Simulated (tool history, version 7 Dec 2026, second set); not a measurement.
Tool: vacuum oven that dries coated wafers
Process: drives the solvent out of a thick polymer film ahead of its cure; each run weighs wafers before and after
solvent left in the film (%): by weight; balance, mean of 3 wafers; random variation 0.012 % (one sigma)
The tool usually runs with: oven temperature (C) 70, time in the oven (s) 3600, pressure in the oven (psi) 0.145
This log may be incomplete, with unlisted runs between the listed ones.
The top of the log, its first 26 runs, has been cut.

{"run": 27, "hour": 357.2, "oven temperature (C)": 61, "time in the oven (s)": 2340, "pressure in the oven (psi)": 0.116, "solvent left in the film (%)": 5.04}
{"run": 28, "hour": 373.7, "oven temperature (C)": 61, "time in the oven (s)": 2340, "pressure in the oven (psi)": 0.116, "solvent left in the film (%)": 5.05}
{"hour": 386.8, "done": "oven's thermocouples calibrated, once more"}
{"run": 29, "hour": 388.5, "oven temperature (C)": 85, "time in the oven (s)": 2940, "pressure in the oven (psi)": 0.116, "solvent left in the film (%)": 0.68}
{"run": 30, "hour": 405.5, "oven temperature (C)": 55, "time in the oven (s)": 3600, "pressure in the oven (psi)": 0.145, "solvent left in the film (%)": 5.79}
{"run": 31, "hour": 421.4, "oven temperature (C)": 70, "time in the oven (s)": 3600, "pressure in the oven (psi)": 0.302, "solvent left in the film (%)": 3.05}
{"run": 32, "hour": 435.4, "oven temperature (C)": 70, "time in the oven (s)": 3600, "pressure in the oven (psi)": 0.302, "solvent left in the film (%)": 3.08}
{"run": 33, "hour": 454.0, "oven temperature (C)": 59, "time in the oven (s)": 3600, "pressure in the oven (psi)": 0.261, "solvent left in the film (%)": 5.69}
{"run": 34, "hour": 472.4, "oven temperature (C)": 76, "time in the oven (s)": 3600, "pressure in the oven (psi)": 0.331, "solvent left in the film (%)": 2.23}
{"run": 35, "hour": 485.9, "oven temperature (C)": 70, "time in the oven (s)": 6180, "pressure in the oven (psi)": 0.145, "solvent left in the film (%)": 1.22}
{"run": 36, "hour": 503.0, "oven temperature (C)": 70, "time in the oven (s)": 3600, "pressure in the oven (psi)": 0.457, "solvent left in the film (%)": 4.09}
{"run": 37, "hour": 511.6, "oven temperature (C)": 70, "time in the oven (s)": 3600, "pressure in the oven (psi)": 0.457, "solvent left in the film (%)": 4.07}
{"run": 38, "hour": 529.7, "oven temperature (C)": 65, "time in the oven (s)": 2220, "pressure in the oven (psi)": 0.218, "solvent left in the film (%)": 5.61}
{"run": 39, "hour": 541.3, "oven temperature (C)": 56, "time in the oven (s)": 3600, "pressure in the oven (psi)": 0.358, "solvent left in the film (%)": 7.66}
{"run": 40, "hour": 555.6, "oven temperature (C)": 57, "time in the oven (s)": 3600, "pressure in the oven (psi)": 0.106, "solvent left in the film (%)": 4.75}
{"run": 41, "hour": 564.9, "oven temperature (C)": 81, "time in the oven (s)": 3600, "pressure in the oven (psi)": 0.106, "solvent left in the film (%)": 0.68}
{"run": 42, "hour": 581.2, "oven temperature (C)": 84, "time in the oven (s)": 3600, "pressure in the oven (psi)": 0.261, "solvent left in the film (%)": 1.17}
{"run": 43, "hour": 599.5, "oven temperature (C)": 67, "time in the oven (s)": 6300, "pressure in the oven (psi)": 0.152, "solvent left in the film (%)": 1.52}
{"run": 44, "hour": 617.6, "oven temperature (C)": 63, "time in the oven (s)": 3240, "pressure in the oven (psi)": 0.419, "solvent left in the film (%)": 6.12}
{"run": 45, "hour": 629.0, "oven temperature (C)": 76, "time in the oven (s)": 3000, "pressure in the oven (psi)": 0.088, "solvent left in the film (%)": 1.28}
{"run": 46, "hour": 647.1, "oven temperature (C)": 60, "time in the oven (s)": 3600, "pressure in the oven (psi)": 0.389, "solvent left in the film (%)": 6.44}
{"run": 47, "hour": 663.3, "oven temperature (C)": 60, "time in the oven (s)": 3600, "pressure in the oven (psi)": 0.194, "solvent left in the film (%)": 4.7}
{"run": 48, "hour": 676.4, "oven temperature (C)": 68, "time in the oven (s)": 3600, "pressure in the oven (psi)": 0.454, "solvent left in the film (%)": 4.55}

Each row is a separate what-if for the run after 48, all from the same tool condition, not one after another. Results?
{"run": "A", "hour": 688.2, "oven temperature (C)": 69, "time in the oven (s)": 3600, "pressure in the oven (psi)": 0.145, "solvent left in the film (%)": "?"}
{"run": "B", "hour": 688.2, "oven temperature (C)": 83, "time in the oven (s)": 3300, "pressure in the oven (psi)": 0.289, "solvent left in the film (%)": "?"}
{"run": "C", "hour": 688.2, "oven temperature (C)": 80, "time in the oven (s)": 3660, "pressure in the oven (psi)": 0.219, "solvent left in the film (%)": "?"}

run=A solvent_left_in_the_film_(%)=2.18
run=B solvent_left_in_the_film_(%)=1.38
run=C solvent_left_in_the_film_(%)=1.24
Without the tool's hidden state the same runs would have given:
run=A solvent_left_in_the_film_(%)=2.12
run=B solvent_left_in_the_film_(%)=1.34
run=C solvent_left_in_the_film_(%)=1.19
